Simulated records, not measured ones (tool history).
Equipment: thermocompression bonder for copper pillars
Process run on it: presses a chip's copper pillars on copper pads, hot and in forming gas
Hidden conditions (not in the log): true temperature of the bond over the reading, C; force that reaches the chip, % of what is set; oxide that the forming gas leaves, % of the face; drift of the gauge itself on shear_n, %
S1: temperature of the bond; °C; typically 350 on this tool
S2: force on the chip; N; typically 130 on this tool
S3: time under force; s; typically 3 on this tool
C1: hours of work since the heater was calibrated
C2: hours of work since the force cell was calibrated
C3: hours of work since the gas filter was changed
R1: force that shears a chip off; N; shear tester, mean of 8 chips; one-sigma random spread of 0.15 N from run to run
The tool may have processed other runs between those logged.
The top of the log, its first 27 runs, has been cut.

{"hour": 430.2, "done": "heater calibrated with a thermocouple chip"}
{"run": 28, "hour": 442.4, "S1": 350, "S2": 130, "S3": 6, "C1": 9, "C2": 348, "C3": 288, "R1": 50.9}
{"run": 29, "hour": 457.5, "S1": 379, "S2": 130, "S3": 2, "C1": 20, "C2": 359, "C3": 300, "R1": 43.2}
{"run": 30, "hour": 476.5, "S1": 379, "S2": 130, "S3": 2, "C1": 35, "C2": 373, "C3": 314, "R1": 42.9}
{"hour": 479.1, "done": "forming gas filter changed"}
{"run": 31, "hour": 495.1, "S1": 379, "S2": 130, "S3": 4, "C1": 48, "C2": 387, "C3": 12, "R1": 56.8}
{"run": 32, "hour": 508.2, "S1": 346, "S2": 80, "S3": 5, "C1": 58, "C2": 397, "C3": 22, "R1": 38}
{"run": 33, "hour": 530.1, "S1": 374, "S2": 147, "S3": 3, "C1": 75, "C2": 413, "C3": 38, "R1": 52.8}
{"run": 34, "hour": 540.8, "S1": 374, "S2": 147, "S3": 3, "C1": 83, "C2": 421, "C3": 46, "R1": 52.6}
{"run": 35, "hour": 557.2, "S1": 321, "S2": 104, "S3": 2, "C1": 95, "C2": 434, "C3": 59, "R1": 24.1}
{"run": 36, "hour": 569.0, "S1": 321, "S2": 102, "S3": 2, "C1": 104, "C2": 442, "C3": 67, "R1": 24.2}
{"run": 37, "hour": 585.5, "S1": 321, "S2": 130, "S3": 2, "C1": 116, "C2": 455, "C3": 80, "R1": 27.9}

Run 38, settings as shown, results not yet in. Your forecast:
{"run": 38, "hour": 608.0, "S1": 321, "S2": 130, "S3": 2, "C1": 133, "C2": 472, "C3": 97, "R1": "?"}

Run 38 yielded R1 27.8 N.
Minus the tool's unlogged condition, the same run would have read R1 27.6 N.
